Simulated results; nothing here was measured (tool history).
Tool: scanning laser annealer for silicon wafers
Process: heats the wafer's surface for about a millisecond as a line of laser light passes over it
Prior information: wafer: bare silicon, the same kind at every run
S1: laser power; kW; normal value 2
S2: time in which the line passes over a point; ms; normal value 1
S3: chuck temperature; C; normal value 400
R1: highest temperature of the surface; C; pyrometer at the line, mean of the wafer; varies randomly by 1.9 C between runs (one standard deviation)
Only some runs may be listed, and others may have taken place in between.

run,hour,S1,S2,S3,R1
1,0,2,1,400,1073
2,48.6,2,1,400,1071
3,107.1,2,1,400,1070
4,153.7,2,1,400,1070
5,203.8,2,1,400,1069
# hour 212.2: laser's power meter calibrated
6,281.5,2,1,388,1053
7,328.7,1.995,1.09,434,1120
8,386.7,1.995,1.09,434,1118
9,470.1,1.877,1.09,434,1068
10,510.4,1.891,1,371,986
11,599.4,1.891,1,371,981

Predict each of these 4 candidate next runs independently; none follows another, all start after run 11:
# hour 645.6: window over the wafer cleaned
A,671.8,2.189,1,426,?
# hour 645.6: window over the wafer cleaned
B,671.8,1.891,1,425,?
# hour 645.6: window over the wafer cleaned
C,671.8,2,1,400,?
# hour 645.6: window over the wafer cleaned
D,671.8,1.977,1,371,?

run,R1
A,1201
B,1071
C,1092
D,1053
With no hidden state in the tool, these same runs would have given:
run,R1
A,1215
B,1083
C,1105
D,1065
